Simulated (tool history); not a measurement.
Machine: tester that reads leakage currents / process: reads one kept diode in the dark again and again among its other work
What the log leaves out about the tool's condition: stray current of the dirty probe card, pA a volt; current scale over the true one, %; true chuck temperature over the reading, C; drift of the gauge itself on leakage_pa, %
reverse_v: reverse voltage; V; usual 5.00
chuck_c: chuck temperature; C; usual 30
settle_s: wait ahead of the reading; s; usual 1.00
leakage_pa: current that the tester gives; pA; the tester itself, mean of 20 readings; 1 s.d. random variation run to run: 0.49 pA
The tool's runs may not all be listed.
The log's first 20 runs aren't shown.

run	hour	reverse_v	chuck_c	settle_s	hours of work since the probe card was cleaned	hours of work since the tester was calibrated	hours of work since the chuck was calibrated	leakage_pa
21	462.5	5.00	30	7.65	1157	506	253	162.62
22	481.5	3.78	52	7.65	1168	516	264	884.34
23	513.4	3.78	52	0.46	1185	533	281	880.29
24	535.6	3.78	52	0.46	1197	545	293	884.26
25	561.1	3.78	52	0.46	1210	559	306	875.93
26	590.4	5.00	20	1.00	1226	575	322	66.17
27	618.3	9.65	48	9.27	1241	589	337	965.75
28	645.1	1.36	48	9.27	1255	604	351	408.47
29	664.8	16.01	30	1.00	1266	614	362	274.31
30	690.7	16.01	30	1.00	1280	628	376	273.88
31	721.6	3.79	33	1.00	1296	645	392	187.61
32	736.1	3.79	33	1.00	1304	653	400	187.27
33	760.7	6.07	33	1.00	1317	666	413	230.60
34	787.6	6.07	33	1.00	1332	680	428	231.37
35	819.8	6.07	28	1.04	1349	697	445	148.43
36	848.0	6.07	28	1.04	1364	713	460	149.65
37	873.9	6.07	28	1.04	1378	726	474	149.35
38	904.2	6.07	28	1.04	1394	743	490	149.26
# hour 924.1: probe card cleaned and baked
39	938.4	4.10	25	7.61	8	759	507	95.15
40	962.7	3.72	30	5.59	21	772	520	142.73
41	988.1	1.12	57	5.56	34	786	534	748.17

3 options for the next run, each taken on its own from the tool as it stands now. Forecast them:
A	1010.8	1.27	30	1.00	46	798	546	?
B	1010.8	1.54	20	3.26	46	798	546	?
C	1010.8	11.90	30	1.00	46	798	546	?

run	leakage_pa
A	89.00
B	38.72
C	240.87
Without the tool's unlogged condition, the same runs would have read:
run	leakage_pa
A	89.05
B	38.74
C	240.98
